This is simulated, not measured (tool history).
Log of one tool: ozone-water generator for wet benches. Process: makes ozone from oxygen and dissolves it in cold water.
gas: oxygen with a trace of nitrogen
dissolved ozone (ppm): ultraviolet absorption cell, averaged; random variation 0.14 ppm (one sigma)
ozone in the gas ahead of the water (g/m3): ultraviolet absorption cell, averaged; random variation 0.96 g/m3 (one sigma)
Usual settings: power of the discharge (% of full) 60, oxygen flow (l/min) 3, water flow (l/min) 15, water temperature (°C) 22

run	day	power of the discharge (% of full)	oxygen flow (l/min)	water flow (l/min)	water temperature (°C)	dissolved ozone (ppm)	ozone in the gas ahead of the water (g/m3)
1	0	60	3	15	22	15.9	167.3
2	1.788	60	3	15	20	16.2	164.9
3	2.608	74	3	15	20	18.3	182.9
4	3.579	74	3	15	20	18.5	183.7
5	4.838	74	3	15	20	18.3	184.3
6	5.608	60	3	18	22	13.7	165.3
7	7.379	60	3	18	22	13.6	165.7
8	8.204	60	3	15	23	15.8	166.1
9	9.071	60	3	15	23	15.6	165.7
10	9.962	68	3	15	22	17.2	177.3
11	10.817	60	3	15	27	14.9	166
12	12.171	60	3	15	22	16.1	165.3
13	13.112	60	3	15	22	16	166.5
14	14.554	60	2.32	15	22	15.3	186.8
15	15.412	60	2.32	15	22	15.4	186.9
16	16.625	60	3	13	22	17.7	166.4
17	18.283	60	2.07	13	22	16.8	197.6
18	19.908	60	2.07	13	22	16.8	196.9
19	20.896	60	4.26	15	19	17.3	142.2
20	21.829	42	3	14	17	15.2	139.3
21	23.512	46	2.29	12	23	15.8	162.7
22	24.442	78	2.19	13	28	18.2	220.4
23	25.588	78	2.19	13	28	18.2	219.4
24	26.425	60	3	16	20	15.5	166.4

Forecast run 25:
25	27.462	60	3	15	29	?	?

dissolved ozone (ppm): 14.2
ozone in the gas ahead of the water (g/m3): 167.5
Without the tool's hidden state the same run would have given dissolved ozone (ppm) 14.2, ozone in the gas ahead of the water (g/m3) 164.9.
